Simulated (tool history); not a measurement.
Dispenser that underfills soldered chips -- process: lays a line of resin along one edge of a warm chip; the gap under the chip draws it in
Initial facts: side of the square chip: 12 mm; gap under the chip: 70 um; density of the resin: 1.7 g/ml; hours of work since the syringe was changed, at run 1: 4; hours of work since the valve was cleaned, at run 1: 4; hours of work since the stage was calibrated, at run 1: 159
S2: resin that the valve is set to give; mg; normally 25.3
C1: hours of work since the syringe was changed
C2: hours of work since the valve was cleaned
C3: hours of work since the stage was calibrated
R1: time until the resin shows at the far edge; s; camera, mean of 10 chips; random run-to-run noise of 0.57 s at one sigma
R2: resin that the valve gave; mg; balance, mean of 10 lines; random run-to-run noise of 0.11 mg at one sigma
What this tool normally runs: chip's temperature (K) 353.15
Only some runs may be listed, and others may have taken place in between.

Run 1, day 0: usual settings; C1 4; C2 4; C3 159. Result: R1 64.8 s, R2 25.12 mg.
Run 2, day 0.246: usual settings; C1 8; C2 8; C3 162. Result: R1 86.9 s, R2 25 mg.
At day 0.304: new syringe of resin.
Run 3, day 0.525: usual settings but S2 26.9 mg; C1 3; C2 12; C3 167. Result: R1 65.1 s, R2 26.59 mg.
Run 4, day 0.704: usual settings; C1 6; C2 15; C3 169. Result: R1 81.2 s, R2 25.17 mg.
At day 0.838: new syringe of resin.
Run 5, day 0.988: usual settings; C1 2; C2 19; C3 174. Result: R1 58.8 s, R2 25.09 mg.
Run 6, day 1.183: usual settings; C1 5; C2 22; C3 177. Result: R1 75 s, R2 25.22 mg.
At day 1.362: new syringe of resin.
Run 7, day 1.421: usual settings; C1 1; C2 26; C3 180. Result: R1 53.3 s, R2 25.1 mg.
Run 8, day 1.696: usual settings; C1 5; C2 30; C3 185. Result: R1 74.5 s, R2 25.05 mg.
At day 1.892: new syringe of resin.
Run 9, day 1.933: usual settings; C1 1; C2 33; C3 188. Result: R1 53.5 s, R2 24.96 mg.
Run 10, day 2.179: usual settings; C1 5; C2 37; C3 192. Result: R1 71.3 s, R2 24.92 mg.
At day 2.429: new syringe of resin.
Run 11, day 2.521: usual settings; C1 1; C2 42; C3 197. Result: R1 56.7 s, R2 24.61 mg.
Run 12, day 2.758: usual settings; C1 5; C2 46; C3 201. Result: R1 75.9 s, R2 24.77 mg.
At day 2.954: new syringe of resin.
Run 13, day 3.075: usual settings but S2 27 mg; C1 2; C2 51; C3 206. Result: R1 57.3 s, R2 26.44 mg.
Run 14, day 3.308: usual settings; C1 6; C2 55; C3 209. Result: R1 78 s, R2 24.51 mg.
At day 3.404: dispensing valve cleaned and set on the balance.
At day 3.525: new syringe of resin.
Run 15, day 3.55: usual settings; C1 0; C2 2; C3 212. Result: R1 51.7 s, R2 25.36 mg.
Run 16, day 3.854: usual settings but chip's temperature (K) 350.15; C1 5; C2 7; C3 217. Result: R1 81.5 s, R2 24.99 mg.
At day 4.042: new syringe of resin.
Run 17, day 4.112: usual settings; C1 1; C2 11; C3 221. Result: R1 54.2 s, R2 25.08 mg.
Run 18, day 4.408: usual settings but S2 21.9 mg; C1 6; C2 15; C3 226. Result: R1 81.4 s, R2 21.48 mg.
At day 4.571: new syringe of resin.
Run 19, day 4.671: usual settings but S2 23.6 mg; C1 2; C2 19; C3 230. Result: R1 56 s, R2 23.43 mg.
Run 20, day 5.004: usual settings but chip's temperature (K) 342.15, S2 24.9 mg; C1 7; C2 25; C3 235. Result: R1 121.7 s, R2 24.6 mg.
At day 5.117: new syringe of resin.
Run 21, day 5.204: usual settings but chip's temperature (K) 342.15, S2 24.9 mg; C1 1; C2 28; C3 238. Result: R1 82.4 s, R2 24.73 mg.
Run 22, day 5.538: usual settings but chip's temperature (K) 342.15, S2 24.9 mg; C1 7; C2 33; C3 243. Result: R1 124.8 s, R2 24.72 mg.
At day 5.65: new syringe of resin.
Run 23, day 5.717: usual settings but chip's temperature (K) 358.15, S2 22.6 mg; C1 1; C2 35; C3 246. Result: R1 46.6 s, R2 22.12 mg.
Run 24, day 5.883: usual settings but chip's temperature (K) 351.15, S2 21.9 mg; C1 4; C2 38; C3 248. Result: R1 73.5 s, R2 21.5 mg.
At day 6.192: new syringe of resin.
Run 25, day 6.192: usual settings but chip's temperature (K) 351.15, S2 29.7 mg; C1 0; C2 43; C3 253. Result: R1 51.1 s, R2 29.14 mg.
Run 26, day 6.4: usual settings but chip's temperature (K) 351.15, S2 30.2 mg; C1 3; C2 46; C3 256. Result: R1 66.9 s, R2 29.74 mg.
At day 6.708: new syringe of resin.
Run 27, day 6.779: usual settings but chip's temperature (K) 364.15, S2 30.1 mg; C1 1; C2 52; C3 262. Result: R1 37.3 s, R2 29.42 mg.
At day 7.038: dispensing valve cleaned and set on the balance.
Run 28, day 7.083: usual settings but chip's temperature (K) 364.15, S2 30.1 mg; C1 5; C2 1; C3 266. Result: R1 51.1 s, R2 30.14 mg.
At day 7.275: new syringe of resin.
Run 29, day 7.308: usual settings but S2 22.6 mg; C1 1; C2 4; C3 270. Result: R1 52.2 s, R2 22.79 mg.
Run 30, day 7.596: usual settings but chip's temperature (K) 338.15, S2 28 mg; C1 5; C2 9; C3 274. Result: R1 119.4 s, R2 28.1 mg.
At day 7.792: new syringe of resin.
Run 31, day 7.871: usual settings but S2 29.9 mg; C1 1; C2 13; C3 278. Result: R1 53.4 s, R2 29.94 mg.
Run 32, day 8.025: usual settings but chip's temperature (K) 344.15, S2 29.3 mg; C1 4; C2 15; C3 281. Result: R1 90.2 s, R2 29.13 mg.
Run 33, day 8.196: usual settings but chip's temperature (K) 344.15, S2 29.3 mg; C1 6; C2 18; C3 283. Result: R1 109.4 s, R2 28.99 mg.
At day 8.333: new syringe of resin.
Run 34, day 8.546: usual settings but chip's temperature (K) 349.15, S2 21.9 mg; C1 3; C2 23; C3 289. Result: R1 76.2 s, R2 21.77 mg.
At day 8.858: new syringe of resin.
Run 35, day 8.858: usual settings but chip's temperature (K) 362.15, S2 21.9 mg; C1 0; C2 28; C3 293. Result: R1 40 s, R2 21.62 mg.
Run 36, day 9.225: usual settings but chip's temperature (K) 364.15, S2 27.7 mg; C1 6; C2 34; C3 299. Result: R1 55.1 s, R2 27.45 mg.
At day 9.379: new syringe of resin.
Run 37, day 9.425: usual settings but chip's temperature (K) 364.15, S2 27.7 mg; C1 1; C2 37; C3 302. Result: R1 36.3 s, R2 27.34 mg.

For each run, the measured value with the value that run would have given without the tool's hidden condition subtracted. The run-to-run variation is shared by both, the gauge scatter possibly not:
What the log doesn't record here: resin's viscosity, % of fresh resin's; dose that the valve gives, % of what is set; true chip temperature over the reading, C; drift of the gauge itself on fill_s, %; drift of the gauge itself on given_mg, %.
run     R1     R2
  1  +16.9  -0.06
  2  +39.3  -0.11
  3  +16.9  -0.18
  4  +32.9  -0.21
  5  +10.8  -0.27
  6  +26.9  -0.31
  7   +5.1  -0.35
  8  +26.6  -0.41
  9     +4  -0.46
 10  +22.5   -0.5
 11     +8  -0.56
 12  +27.2  -0.61
 13   +9.3  -0.71
 14  +28.9  -0.71
 15   +2.8  -0.02
 16  +28.6  -0.09
 17   +5.8  -0.14
 18  +30.8  -0.16
 19   +7.2  -0.23
 20  +51.2   -0.3
 21  +12.1  -0.34
 22  +54.3  -0.41
 23   +4.7  -0.39
 24  +19.6  -0.41
 25   +1.3  -0.63
 26  +16.7  -0.69
 27   +3.8  -0.78
 28  +17.7  +0.08
 29   +2.8  +0.03
 30  +40.2  -0.03
 31   +6.3   -0.1
 32  +24.6  -0.13
 33  +44.8  -0.17
 34  +19.8  -0.18
 35   +2.1  -0.24
 36  +21.6  -0.38
 37   +3.4  -0.42
